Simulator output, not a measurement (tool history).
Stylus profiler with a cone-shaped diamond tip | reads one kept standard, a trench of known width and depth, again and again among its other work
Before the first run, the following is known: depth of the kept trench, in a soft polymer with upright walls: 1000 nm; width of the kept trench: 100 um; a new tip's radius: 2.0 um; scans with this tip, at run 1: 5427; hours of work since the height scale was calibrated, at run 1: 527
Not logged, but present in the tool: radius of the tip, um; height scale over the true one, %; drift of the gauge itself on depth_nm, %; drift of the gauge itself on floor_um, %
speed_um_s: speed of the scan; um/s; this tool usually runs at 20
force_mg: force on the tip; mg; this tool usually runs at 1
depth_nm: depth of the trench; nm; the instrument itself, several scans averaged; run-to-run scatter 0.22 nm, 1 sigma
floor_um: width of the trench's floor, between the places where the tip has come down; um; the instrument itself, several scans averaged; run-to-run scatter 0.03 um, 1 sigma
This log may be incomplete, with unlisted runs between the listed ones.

run	hour	speed_um_s	force_mg	scans with this tip	hours of work since the height scale was calibrated	depth_nm	floor_um
1	0	20	1	5427	527	1005.68	95.83
2	65.9	20	1	5945	577	1005.07	95.78
3	126.2	20	0.43	6419	623	1001.46	95.7
4	201.3	20	1	7009	680	1004.47	95.62
5	237.4	20	1	7293	708	1004.9	95.62
6	303.7	20	1	7814	759	1004.34	95.53
# hour 308.9: height scale calibrated on a step standard
7	361	20	1	8261	40	1002.1	95.5
8	402.3	20	1	8585	71	1002.08	95.5
9	454.9	13	0.34	8998	111	997.84	95.38
10	499.1	13	0.34	9346	145	997.98	95.43

Forecast run 11:
11	566.7	33	2.85	9878	197	?	?

Run 11 came out at depth_nm 1009.72 nm, floor_um 95.36 um.
With no hidden state in the tool, this same run would have given depth_nm 1015.9 nm, floor_um 96.46 um.
